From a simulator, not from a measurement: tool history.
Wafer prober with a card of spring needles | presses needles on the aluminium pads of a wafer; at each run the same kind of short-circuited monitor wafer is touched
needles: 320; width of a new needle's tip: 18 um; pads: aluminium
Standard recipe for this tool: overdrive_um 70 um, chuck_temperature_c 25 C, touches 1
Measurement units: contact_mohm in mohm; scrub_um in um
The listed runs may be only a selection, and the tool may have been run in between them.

run 1 hour=0.0 | overdrive_um=70 chuck_temperature_c=25 touches=1 | contact_mohm=147 scrub_um=16.16
-- hour=6.1 tips cleaned on abrasive film
-- hour=12.1 tips cleaned on abrasive film
-- hour=19.6 tips cleaned on abrasive film
run 2 hour=23.0 | overdrive_um=70 chuck_temperature_c=25 touches=1 | contact_mohm=153 scrub_um=16.01
-- hour=26.0 tips cleaned on abrasive film
-- hour=32.1 tips cleaned on abrasive film
-- hour=39.6 tips cleaned on abrasive film
-- hour=47.2 tips cleaned on abrasive film
run 3 hour=50.9 | overdrive_um=70 chuck_temperature_c=25 touches=1 | contact_mohm=155 scrub_um=15.86
-- hour=54.0 tips cleaned on abrasive film
-- hour=57.3 height of the first contact set anew
-- hour=61.8 tips cleaned on abrasive film
-- hour=67.9 tips cleaned on abrasive film
-- hour=75.4 tips cleaned on abrasive film
-- hour=81.5 tips cleaned on abrasive film
run 4 hour=85.0 | overdrive_um=70 chuck_temperature_c=25 touches=1 | contact_mohm=159 scrub_um=15.50
-- hour=88.1 tips cleaned on abrasive film
-- hour=94.1 tips cleaned on abrasive film
-- hour=101.3 tips cleaned on abrasive film
run 5 hour=101.3 | overdrive_um=63 chuck_temperature_c=25 touches=1 | contact_mohm=144 scrub_um=13.72
-- hour=107.4 tips cleaned on abrasive film
-- hour=114.9 tips cleaned on abrasive film
-- hour=122.5 tips cleaned on abrasive film
run 6 hour=122.6 | overdrive_um=63 chuck_temperature_c=25 touches=1 | contact_mohm=149 scrub_um=13.62
-- hour=128.7 tips cleaned on abrasive film
-- hour=136.2 tips cleaned on abrasive film
-- hour=143.8 tips cleaned on abrasive film
-- hour=151.3 tips cleaned on abrasive film
run 7 hour=153.3 | overdrive_um=63 chuck_temperature_c=25 touches=1 | contact_mohm=156 scrub_um=13.53
-- hour=157.9 tips cleaned on abrasive film
-- hour=165.4 tips cleaned on abrasive film
-- hour=172.9 tips cleaned on abrasive film
-- hour=179.0 tips cleaned on abrasive film
-- hour=186.5 tips cleaned on abrasive film
run 8 hour=190.8 | overdrive_um=70 chuck_temperature_c=25 touches=1 | contact_mohm=161 scrub_um=14.99
-- hour=193.9 tips cleaned on abrasive film
-- hour=201.4 tips cleaned on abrasive film
-- hour=208.8 tips cleaned on abrasive film
-- hour=209.1 height of the first contact set anew
run 9 hour=209.1 | overdrive_um=70 chuck_temperature_c=76 touches=1 | contact_mohm=152 scrub_um=16.41
-- hour=210.9 height of the first contact set anew, once more
-- hour=216.9 tips cleaned on abrasive film
-- hour=224.5 tips cleaned on abrasive film
-- hour=232.0 tips cleaned on abrasive film
-- hour=239.6 tips cleaned on abrasive film
-- hour=245.9 tips cleaned on abrasive film
run 10 hour=245.9 | overdrive_um=70 chuck_temperature_c=76 touches=1 | contact_mohm=152 scrub_um=16.23
-- hour=252.0 tips cleaned on abrasive film
-- hour=259.5 tips cleaned on abrasive film
-- hour=265.6 tips cleaned on abrasive film
-- hour=272.7 tips cleaned on abrasive film
run 11 hour=272.7 | overdrive_um=81 chuck_temperature_c=76 touches=1 | contact_mohm=148 scrub_um=18.76
-- hour=278.7 tips cleaned on abrasive film
-- hour=286.2 tips cleaned on abrasive film
-- hour=293.8 tips cleaned on abrasive film
-- hour=299.8 tips cleaned on abrasive film
run 12 hour=304.7 | overdrive_um=81 chuck_temperature_c=76 touches=1 | contact_mohm=161 scrub_um=18.72

What will run 13 give?
-- hour=306.2 tips cleaned on abrasive film
-- hour=313.8 tips cleaned on abrasive film
-- hour=321.3 tips cleaned on abrasive film
run 13 hour=323.1 | overdrive_um=81 chuck_temperature_c=76 touches=1 | contact_mohm=? scrub_um=?

contact_mohm: 155 mohm
scrub_um: 18.58 um
Minus the tool's unlogged condition, the same run would have read contact_mohm 145 mohm, scrub_um 19.04 um.
